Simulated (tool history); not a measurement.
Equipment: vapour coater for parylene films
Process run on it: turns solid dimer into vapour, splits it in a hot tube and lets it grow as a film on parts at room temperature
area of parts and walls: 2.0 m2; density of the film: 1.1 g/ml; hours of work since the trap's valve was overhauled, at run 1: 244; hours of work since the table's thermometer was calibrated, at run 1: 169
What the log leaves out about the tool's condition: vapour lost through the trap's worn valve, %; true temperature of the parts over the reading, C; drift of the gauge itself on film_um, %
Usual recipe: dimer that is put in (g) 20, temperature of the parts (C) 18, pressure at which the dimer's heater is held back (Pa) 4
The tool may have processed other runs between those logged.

| run | day | dimer that is put in (g) | temperature of the parts (C) | pressure at which the dimer's heater is held back (Pa) | hours of work since the trap's valve was overhauled | hours of work since the table's thermometer was calibrated | thickness of the film (µm) |
|---|---|---|---|---|---|---|---|
| 1 | 0 | 20 | 18 | 4 | 244 | 169 | 5.4 |
| 2 | 1.321 | 20 | 18 | 4 | 270 | 195 | 5.44 |
| 3 | 2.446 | 20 | 18 | 4 | 293 | 218 | 5.48 |
| 4 | 3.708 | 20 | 21 | 4 | 318 | 243 | 4.93 |
| 5 | 4.742 | 20 | 21 | 4 | 339 | 263 | 4.83 |
| 6 | 5.421 | 20 | 21 | 4 | 352 | 277 | 4.87 |
| 7 | 6.275 | 20 | 18 | 10.07 | 369 | 294 | 4.4 |
| 8 | 7.254 | 20 | 18 | 9.32 | 389 | 313 | 4.46 |
| 9 | 8.654 | 20 | 18 | 9.32 | 416 | 341 | 4.44 |
| 10 | 9.812 | 20 | 18 | 4 | 439 | 364 | 5.37 |
| 11 | 11.075 | 20 | 18 | 4.2 | 465 | 390 | 5.22 |
| 12 | 12.371 | 20 | 18 | 4.2 | 490 | 415 | 5.21 |
| 13 | 13.55 | 20 | 18 | 4.2 | 514 | 439 | 5.31 |
| 14 | 14.45 | 20 | 18 | 4 | 532 | 457 | 5.33 |
|  | 15.508 | trap's valve overhauled |
| 15 | 15.642 | 20 | 18 | 4 | 3 | 477 | 5.02 |
| 16 | 17.033 | 20 | 18 | 4 | 30 | 505 | 5.07 |
| 17 | 18.183 | 20 | 18 | 4 | 53 | 528 | 5 |
| 18 | 19.192 | 20 | 18 | 4 | 73 | 548 | 5.05 |
|  | 20.133 | trap's valve overhauled, once more |
| 19 | 20.608 | 26 | 18 | 2.93 | 9 | 573 | 7.75 |
| 20 | 21.421 | 22 | 14 | 4 | 26 | 589 | 7.06 |
| 21 | 22.829 | 24 | 24 | 4 | 54 | 617 | 5.39 |
| 22 | 23.417 | 20 | 13 | 4 | 65 | 629 | 6.59 |
| 23 | 24.242 | 28 | 27 | 7.38 | 82 | 645 | 4.87 |
| 24 | 24.95 | 23 | 27 | 4.69 | 96 | 659 | 4.5 |
| 25 | 25.675 | 11 | 14 | 4 | 110 | 674 | 3.47 |
| 26 | 26.929 | 11 | 14 | 4 | 135 | 698 | 3.43 |
| 27 | 27.846 | 11 | 14 | 4 | 154 | 717 | 3.46 |
| 28 | 28.758 | 11 | 22 | 4 | 172 | 735 | 2.61 |
| 29 | 29.596 | 19 | 23 | 4 | 188 | 752 | 4.36 |
| 30 | 30.962 | 20 | 18 | 3.97 | 216 | 779 | 5.43 |
| 31 | 31.812 | 17 | 18 | 3.97 | 233 | 796 | 4.59 |
| 32 | 32.433 | 20 | 18 | 3.19 | 245 | 808 | 5.74 |
| 33 | 33.183 | 20 | 18 | 3.19 | 260 | 823 | 5.65 |
| 34 | 34.571 | 14 | 20 | 3.19 | 287 | 851 | 3.72 |
| 35 | 35.642 | 20 | 18 | 10.17 | 309 | 872 | 4.41 |
| 36 | 36.25 | 20 | 18 | 10.17 | 321 | 884 | 4.34 |

Branching from run 36: 3 alternative next runs. What would each branch give?
| A | 37.2 | 20 | 18 | 4 | 340 | 903 | ? |
| B | 37.2 | 20 | 18 | 2.97 | 340 | 903 | ? |
| C | 37.2 | 20 | 11 | 4 | 340 | 903 | ? |

| run | thickness of the film (µm) |
|---|---|
| A | 5.43 |
| B | 5.7 |
| C | 6.86 |
Take away the tool's hidden state, keep each run's random variation, and the runs would have read:
| run | thickness of the film (µm) |
|---|---|
| A | 5.71 |
| B | 6 |
| C | 7.23 |

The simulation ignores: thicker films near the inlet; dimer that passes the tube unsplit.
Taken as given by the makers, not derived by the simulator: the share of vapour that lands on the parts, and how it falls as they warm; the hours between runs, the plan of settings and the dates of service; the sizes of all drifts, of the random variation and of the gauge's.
